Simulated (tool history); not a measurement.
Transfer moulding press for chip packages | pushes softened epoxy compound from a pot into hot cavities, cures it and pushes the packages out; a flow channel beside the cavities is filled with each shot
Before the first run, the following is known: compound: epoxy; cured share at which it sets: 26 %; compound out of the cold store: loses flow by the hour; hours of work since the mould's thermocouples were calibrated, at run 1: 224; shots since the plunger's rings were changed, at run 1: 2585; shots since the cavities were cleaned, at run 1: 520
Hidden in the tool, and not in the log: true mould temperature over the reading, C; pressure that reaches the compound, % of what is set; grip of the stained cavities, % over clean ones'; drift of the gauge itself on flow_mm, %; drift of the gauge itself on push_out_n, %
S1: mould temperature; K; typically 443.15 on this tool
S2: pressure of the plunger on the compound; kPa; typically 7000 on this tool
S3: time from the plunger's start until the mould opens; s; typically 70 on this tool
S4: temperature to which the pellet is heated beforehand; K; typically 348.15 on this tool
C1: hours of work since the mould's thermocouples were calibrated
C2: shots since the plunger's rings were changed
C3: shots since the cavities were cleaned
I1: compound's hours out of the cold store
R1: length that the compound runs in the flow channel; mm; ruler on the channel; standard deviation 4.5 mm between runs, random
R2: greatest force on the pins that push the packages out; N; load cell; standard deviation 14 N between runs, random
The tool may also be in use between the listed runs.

run	hour	S1	S2	S3	S4	C1	C2	C3	I1	R1	R2
1	0.0	443.15	7000	70	348.15	224	2585	520	47.0	513	617
2	12.4	439.15	7000	70	348.15	229	2707	642	23.7	607	921
# hour 18.7: cavities cleaned with cleaning compound and waxed
3	32.0	443.15	7000	70	348.15	236	2884	130	28.3	575	667
4	41.5	443.15	7000	70	348.15	240	2977	223	23.7	595	686
5	55.3	439.15	7000	70	348.15	246	3113	359	35.5	567	836
6	65.6	439.15	7000	69	348.15	250	3214	460	21.8	614	966
7	77.8	439.15	7000	69	348.15	255	3333	579	18.2	639	997
# hour 90.9: cavities cleaned with cleaning compound and waxed
8	96.4	443.15	7000	70	348.15	262	3501	53	19.1	618	681
9	116.4	443.15	5510	70	348.15	270	3698	250	31.1	508	647
10	135.2	443.15	7000	53	348.15	278	3882	434	13.1	658	1415
11	149.7	443.15	7000	70	348.15	284	4025	577	8.7	672	747
# hour 162.7: cavities cleaned with cleaning compound and waxed
12	164.2	443.15	7240	70	348.15	289	4151	14	11.9	665	716
13	184.2	443.15	7000	105	348.15	297	4348	211	17.5	630	332
14	195.0	443.15	7000	70	348.15	302	4454	317	9.8	659	723
# hour 205.2: plunger's sealing rings changed
15	217.0	443.15	7000	70	348.15	310	115	508	35.0	546	651
# hour 237.3: cavities cleaned with cleaning compound and waxed
16	237.3	441.15	5900	105	357.15	317	300	0	9.9	614	333

What will run 17 give?
17	256.7	448.15	5290	81	349.15	325	489	189	26.9	?	?

Run 17 came out at R1 512 mm, R2 369 N.
Minus the tool's unlogged condition, the same run would have read R1 512 mm, R2 369 N.

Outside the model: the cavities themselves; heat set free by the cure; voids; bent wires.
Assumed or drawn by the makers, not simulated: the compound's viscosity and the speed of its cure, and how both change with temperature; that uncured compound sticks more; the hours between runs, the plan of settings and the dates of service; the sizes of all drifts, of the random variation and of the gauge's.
